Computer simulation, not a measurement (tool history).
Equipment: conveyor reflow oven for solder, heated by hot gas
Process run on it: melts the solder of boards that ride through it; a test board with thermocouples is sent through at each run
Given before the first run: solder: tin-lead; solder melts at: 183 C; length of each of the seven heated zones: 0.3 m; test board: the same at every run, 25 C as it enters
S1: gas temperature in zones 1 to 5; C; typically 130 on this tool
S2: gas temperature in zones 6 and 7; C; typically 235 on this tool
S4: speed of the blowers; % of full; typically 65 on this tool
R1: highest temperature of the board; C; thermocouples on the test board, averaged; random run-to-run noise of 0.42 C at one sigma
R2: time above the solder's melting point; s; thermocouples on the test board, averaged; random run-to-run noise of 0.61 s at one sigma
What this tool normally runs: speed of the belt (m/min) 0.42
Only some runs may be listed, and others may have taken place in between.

Run 1, hour 0: usual settings. Result: R1 214.5 C, R2 59.4 s.
Run 2, hour 51: usual settings but S1 128 C. Result: R1 214.7 C, R2 56.5 s.
Run 3, hour 89.5: usual settings but speed of the belt (m/min) 0.484. Result: R1 209.5 C, R2 44 s.
Run 4, hour 115.2: usual settings. Result: R1 214.7 C, R2 58.9 s.
Run 5, hour 157.5: usual settings. Result: R1 214.4 C, R2 59.5 s.
At hour 190.6: flux residue cleaned out of gas plates and filters.
Run 6, hour 190.6: usual settings. Result: R1 214.9 C, R2 58.8 s.
Run 7, hour 226.8: usual settings. Result: R1 214.8 C, R2 59.3 s.
Run 8, hour 266.1: usual settings. Result: R1 215 C, R2 58.8 s.
Run 9, hour 302.9: usual settings. Result: R1 215.1 C, R2 58.6 s.
Run 10, hour 347.9: usual settings. Result: R1 213.8 C, R2 57.9 s.
Run 11, hour 398.8: usual settings. Result: R1 215.4 C, R2 58.4 s.
Run 12, hour 446.9: usual settings. Result: R1 214.2 C, R2 59.8 s.
At hour 480.3: thermocouples of zones 6 and 7 changed.
Run 13, hour 495.3: usual settings. Result: R1 214.9 C, R2 58.4 s.
Run 14, hour 532.6: usual settings. Result: R1 214.9 C, R2 59.3 s.
Run 15, hour 560.5: usual settings. Result: R1 215 C, R2 58.8 s.
Run 16, hour 593.2: usual settings. Result: R1 214.7 C, R2 58.5 s.
Run 17, hour 639: usual settings but S1 135 C, S2 229 C. Result: R1 210.3 C, R2 55.9 s.
Run 18, hour 669.6: usual settings but S1 135 C, S2 229 C. Result: R1 211.6 C, R2 55.2 s.
Run 19, hour 691.6: usual settings but S1 119 C, S2 229 C, speed of the belt (m/min) 0.487. Result: R1 201.5 C, R2 32.9 s.
Run 20, hour 712.8: usual settings but S1 119 C, S2 229 C, speed of the belt (m/min) 0.487. Result: R1 201.7 C, R2 32.4 s.

Expected results for the next run?
Run 21, hour 758.9: usual settings but S1 140 C. Result: R1 ?, R2 ?.

Run 21 gave R1 217.1 C, R2 63.3 s.
With no hidden state in the tool, this same run would have given R1 217.1 C, R2 63.3 s.
